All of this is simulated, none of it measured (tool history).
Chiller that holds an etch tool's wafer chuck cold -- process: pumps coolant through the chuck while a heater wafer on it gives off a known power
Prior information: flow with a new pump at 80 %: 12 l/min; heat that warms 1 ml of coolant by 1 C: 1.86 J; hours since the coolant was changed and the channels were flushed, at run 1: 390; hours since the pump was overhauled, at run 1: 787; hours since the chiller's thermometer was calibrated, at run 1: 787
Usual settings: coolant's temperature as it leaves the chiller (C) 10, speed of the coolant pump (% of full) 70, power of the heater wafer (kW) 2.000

run    hour  coolant's temperature as it leaves the chiller (C)  speed of the coolant pump (% of full)  power of the heater wafer (kW)  hours since the coolant was changed and the channels were flushed  hours since the pump was overhauled  hours since the chiller's thermometer was calibrated  chuck's temperature once it has settled (K)  how much warmer the coolant comes back (C)
  1     0.0                                                  10                                     70                           2.000                                                                390                                  787                                                   787                                       300.15                                        6.14
  2   104.2                                                  10                                     70                           2.000                                                                494                                  891                                                   891                                       300.25                                        6.12
  3   182.6                                                  10                                     70                           2.000                                                                573                                  969                                                   969                                       300.45                                        6.17
  4   277.3                                                  10                                     70                           1.481                                                                668                                 1064                                                  1064                                       295.65                                        4.57
  5   372.8                                                  10                                     70                           1.481                                                                763                                 1159                                                  1159                                       295.85                                        4.54
  6   481.9                                                  10                                     70                           2.000                                                                872                                 1269                                                  1269                                       300.55                                        6.22
  7   546.5                                                  10                                     70                           1.104                                                                937                                 1333                                                  1333                                       292.65                                        3.40
  8   607.1                                                  10                                     70                           2.000                                                                997                                 1394                                                  1394                                       300.45                                        6.22
  9   742.2                                                  10                                     70                           2.000                                                               1132                                 1529                                                  1529                                       300.75                                        6.27
 10   847.7                                                  10                                     71                           1.926                                                               1238                                 1634                                                  1634                                       299.75                                        5.91
 11   941.8                                                   9                                     90                           2.187                                                               1332                                 1728                                                  1728                                       297.95                                        5.31
 12  1066.3                                                   5                                     90                           1.545                                                               1457                                 1853                                                  1853                                       289.15                                        3.80
 13  1173.3                                                   5                                     83                           2.021                                                               1564                                 1960                                                  1960                                       293.85                                        5.41

Run 14 is up next; what results do you expect?
 14  1233.4                                                  16                                     67                           1.291                                                               1624                                 2020                                                  2020                                            ?                                           ?

Run 14 gave chuck's temperature once it has settled (K) 300.65, how much warmer the coolant comes back (C) 4.20.
Take away the tool's hidden state, keep the run-to-run variation as it was, and the same run would have given chuck's temperature once it has settled (K) 300.35, how much warmer the coolant comes back (C) 4.10.
